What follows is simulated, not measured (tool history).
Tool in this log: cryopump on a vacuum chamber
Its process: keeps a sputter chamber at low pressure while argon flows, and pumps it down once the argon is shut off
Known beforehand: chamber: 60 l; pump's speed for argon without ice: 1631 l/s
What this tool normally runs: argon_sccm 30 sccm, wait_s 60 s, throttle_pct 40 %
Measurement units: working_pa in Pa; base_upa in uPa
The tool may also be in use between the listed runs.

run	hour	argon_sccm	wait_s	throttle_pct	working_pa	base_upa
1	0	30	60	40	0.0887	1.39
2	27.1	30	60	40	0.0902	1.38
# hour 37.2: pump warmed up, emptied and cooled again
3	73.5	30	60	47	0.0672	1.18
4	118.8	30	60	47	0.0681	1.18
5	173.2	30	60	47	0.0692	1.26
6	233	30	60	47	0.0712	1.32
7	293.4	30	60	47	0.0733	1.43
# hour 340: leaking fittings of the chamber tightened, without venting
8	357.3	30	60	47	0.0762	0.73
9	394.8	30	60	20	0.1665	0.76
10	444.9	30	60	20	0.168	0.85
# hour 473.6: pump warmed up, emptied and cooled again
11	514	30	60	20	0.1562	0.75
12	549.3	26	29	30	0.0912	1.32
13	599.8	21	20	30	0.0751	1.77
14	649.5	53	124	21	0.2681	0.59
15	693.4	53	212	49	0.1226	0.5
16	750.4	12	21	23	0.0573	1.81
17	798.4	30	22	34	0.0982	1.79
18	826.5	30	23	34	0.1008	1.8
19	874.5	26	97	58	0.0561	0.81
# hour 907.1: pump warmed up, emptied and cooled again
20	932.2	26	48	17	0.1599	1.02
21	992.9	46	37	40	0.1226	1.25

Branching from run 21: 4 alternative next runs. What would each branch give?
A	1037.3	20	202	40	?	?
B	1037.3	30	66	40	?	?
C	1037.3	20	231	40	?	?
D	1037.3	21	60	30	?	?

run	working_pa	base_upa
A	0.0542	0.63
B	0.0817	0.93
C	0.0547	0.63
D	0.0752	0.95
With no hidden state in the tool, these same runs would have given:
run	working_pa	base_upa
A	0.0518	0.35
B	0.0781	0.65
C	0.0523	0.34
D	0.0726	0.68
